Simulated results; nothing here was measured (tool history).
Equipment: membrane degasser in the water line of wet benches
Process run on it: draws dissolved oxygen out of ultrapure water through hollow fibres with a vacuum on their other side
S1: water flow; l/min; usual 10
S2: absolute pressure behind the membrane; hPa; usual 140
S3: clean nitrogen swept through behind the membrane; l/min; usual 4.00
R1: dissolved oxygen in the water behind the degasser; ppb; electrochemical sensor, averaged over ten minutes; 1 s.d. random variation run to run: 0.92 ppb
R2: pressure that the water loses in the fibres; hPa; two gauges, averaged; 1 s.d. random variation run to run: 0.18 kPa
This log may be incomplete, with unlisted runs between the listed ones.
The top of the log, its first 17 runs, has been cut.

Run 18, hour 1776.9: usual settings but S3 2.26 l/min. Result: R1 140.4 ppb, R2 323.0 hPa.
Run 19, hour 1870.0: usual settings but S1 6 l/min, S3 2.69 l/min. Result: R1 65.2 ppb, R2 198.3 hPa.
Run 20, hour 2018.8: usual settings but S2 132 hPa, S3 2.69 l/min. Result: R1 116.2 ppb, R2 325.8 hPa.
Run 21, hour 2165.8: usual settings but S2 127 hPa, S3 5.70 l/min. Result: R1 67.7 ppb, R2 325.8 hPa.
Run 22, hour 2252.7: usual settings but S2 129 hPa, S3 11.72 l/min. Result: R1 44.9 ppb, R2 323.3 hPa.
Run 23, hour 2345.6: usual settings but S2 96 hPa. Result: R1 64.4 ppb, R2 329.3 hPa.
Run 24, hour 2482.4: usual settings but S1 11 l/min, S2 265 hPa, S3 4.83 l/min. Result: R1 167.3 ppb, R2 358.7 hPa.
Run 25, hour 2635.4: usual settings but S1 11 l/min, S2 265 hPa, S3 4.83 l/min. Result: R1 166.5 ppb, R2 358.6 hPa.
Run 26, hour 2731.0: usual settings but S1 15 l/min, S2 115 hPa, S3 3.46 l/min. Result: R1 197.2 ppb, R2 488.8 hPa.
Run 27, hour 2844.0: usual settings but S1 15 l/min, S2 115 hPa, S3 2.01 l/min. Result: R1 256.7 ppb, R2 490.0 hPa.
Run 28, hour 2972.2: usual settings but S1 9 l/min, S2 266 hPa, S3 4.44 l/min. Result: R1 134.3 ppb, R2 294.8 hPa.
Run 29, hour 3092.5: usual settings but S1 13 l/min, S2 307 hPa, S3 2.06 l/min. Result: R1 474.0 ppb, R2 426.4 hPa.
At hour 3157.5: seals of the vacuum lines changed.
Run 30, hour 3218.8: usual settings but S1 13 l/min, S2 307 hPa, S3 2.06 l/min. Result: R1 461.7 ppb, R2 423.0 hPa.
Run 31, hour 3331.1: usual settings but S1 11 l/min, S3 9.98 l/min. Result: R1 64.7 ppb, R2 360.8 hPa.

3 options for the next run, each taken on its own from the tool as it stands now. Forecast them:
Run A, hour 3480.3: usual settings but S1 14 l/min, S3 9.98 l/min. Result: R1 ?, R2 ?.
Run B, hour 3480.3: usual settings but S1 7 l/min, S2 99 hPa, S3 2.69 l/min. Result: R1 ?, R2 ?.
Run C, hour 3480.3: usual settings but S1 8 l/min, S2 261 hPa, S3 2.75 l/min. Result: R1 ?, R2 ?.

run     R1     R2
  A  129.3  461.3
  B   47.8  229.4
  C  170.1  262.8
Without the tool's hidden state the same runs would have given:
run     R1     R2
  A  119.6  450.3
  B   46.8  224.0
  C  168.6  256.5
